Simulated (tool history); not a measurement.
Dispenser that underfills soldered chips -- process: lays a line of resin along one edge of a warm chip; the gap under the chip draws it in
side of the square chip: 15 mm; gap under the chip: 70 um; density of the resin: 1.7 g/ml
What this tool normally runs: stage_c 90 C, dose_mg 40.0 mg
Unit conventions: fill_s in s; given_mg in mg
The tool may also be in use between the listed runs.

run    day  stage_c  dose_mg  fill_s  given_mg
  1  0.000       90     40.0   192.5     38.84
  2  0.083       90     40.0   210.8     38.73
  3  0.167       90     40.0   226.7     38.69
  4  0.296       97     40.0   188.4     38.52
     0.442  -- new syringe of resin
  5  0.462       97     40.0   140.8     38.26
  6  0.596       97     40.0   155.3     38.27
  7  0.679       97     40.0   169.3     38.23
  8  0.812       90     40.0   244.4     38.33
     0.975  -- new syringe of resin
  9  1.000       90     40.0   180.1     37.89
 10  1.092       90     40.0   194.4     38.22
 11  1.229       98     40.0   163.1     37.88
 12  1.321       90     40.0   241.6     38.11
 13  1.450       90     40.0   263.3     37.91
     1.512  -- new syringe of resin
 14  1.588       90     39.4   188.6     36.99
 15  1.688       90     40.0   205.1     37.87
 16  1.846       90     40.0   235.1     37.58
 17  2.029       90     35.6   281.7     33.22
     2.050  -- new syringe of resin
 18  2.217       90     35.6   219.5     33.37
 19  2.325       76     50.2   398.2     46.63
 20  2.417      100     37.3   173.5     34.81
 21  2.504       95     43.1   219.8     39.86
     2.583  -- new syringe of resin
 22  2.629       95     43.1   151.9     39.95
 23  2.717       87     38.7   228.7     35.76
 24  2.804       76     40.0   387.0     36.88
 25  2.904       76     40.0   420.6     36.90
 26  3.008       87     36.9   299.2     33.98
     3.121  -- new syringe of resin
 27  3.183       90     46.3   189.0     42.44
 28  3.304       89     46.6   215.6     42.48
     3.429  -- dispensing valve cleaned and set on the balance
 29  3.517       89     46.6   248.2     46.48
 30  3.638      100     45.1   177.1     45.18
     3.708  -- new syringe of resin
 31  3.729       77     43.2   311.1     42.78
 32  3.821       77     43.2   331.3     42.74
 33  3.942      101     35.8   148.0     35.44
 34  4.046       90     41.5   236.3     41.05
 35  4.196       97     42.0   202.9     41.37
     4.250  -- new syringe of resin
 36  4.346       77     41.5   329.0     40.99

Predict each of these 3 candidate next runs independently; none follows another, all start after run 36:
  A  4.446      104     40.0       ?         ?
  B  4.446       96     41.7       ?         ?
  C  4.446       76     40.0       ?         ?

run  fill_s  given_mg
  A   122.5     39.35
  B   167.1     40.92
  C   385.1     39.52
With the hidden condition removed and each run's random variation left untouched, the same runs would have given:
run  fill_s  given_mg
  A   102.2     40.03
  B   139.5     41.62
  C   320.4     40.19

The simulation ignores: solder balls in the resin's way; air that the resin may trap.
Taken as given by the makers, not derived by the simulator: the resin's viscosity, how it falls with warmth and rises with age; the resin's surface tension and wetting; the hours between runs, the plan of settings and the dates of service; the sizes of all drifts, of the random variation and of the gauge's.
